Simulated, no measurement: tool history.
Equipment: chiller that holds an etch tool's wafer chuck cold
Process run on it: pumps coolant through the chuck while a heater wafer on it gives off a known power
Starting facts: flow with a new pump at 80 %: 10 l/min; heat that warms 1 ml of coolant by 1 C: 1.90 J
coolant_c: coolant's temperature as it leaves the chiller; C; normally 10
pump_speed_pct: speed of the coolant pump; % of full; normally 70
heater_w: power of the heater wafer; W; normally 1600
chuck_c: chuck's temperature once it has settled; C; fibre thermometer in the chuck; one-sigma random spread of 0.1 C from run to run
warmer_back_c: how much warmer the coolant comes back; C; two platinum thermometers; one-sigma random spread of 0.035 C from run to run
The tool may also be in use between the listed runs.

run   hour  coolant_c  pump_speed_pct  heater_w  chuck_c  warmer_back_c
  1    0.0         10              70      1600     31.1           6.00
  2   38.4         10              70      2299     40.2           8.63
  3   78.6         10              70      2299     40.2           8.67
  4  110.5         10              70      2299     40.2           8.51
  5  151.3         10              70      2299     40.2           8.63
  6  172.7         13              70      1600     34.1           6.03
  7  212.6          7              70      1600     28.3           6.00
  8  239.8          7              70      1600     28.3           6.01
  9  288.1          7              70      1600     28.4           5.98
 10  308.3         10              70      1600     31.3           6.03
 11  337.1         10              70      1600     31.5           6.02
 12  367.6         10              83      1600     28.3           5.04
 13  402.4         10              83      1600     28.2           5.00
 14  445.1         10              70      1127     25.2           4.25
 15  467.7         10              70      1127     25.3           4.26
 16  496.5         10              70      1796     34.0           6.78
 17  542.2          9              72      2080     36.2           7.52
 18  589.0         12              72      2103     39.4           7.69
 19  637.8         10              81      1040     22.6           3.38
 20  665.2         10              81      1040     22.5           3.36

Run 21, settings as shown, results not yet in. Your forecast:
 21  693.1         16              81      2248        ?              ?

{"run 21": {"chuck_c": 42.3, "warmer_back_c": 7.24}}
Take away the tool's hidden state, keep the run-to-run variation as it was, and the same run would have given chuck_c 37.3 C, warmer_back_c 7.02 C.
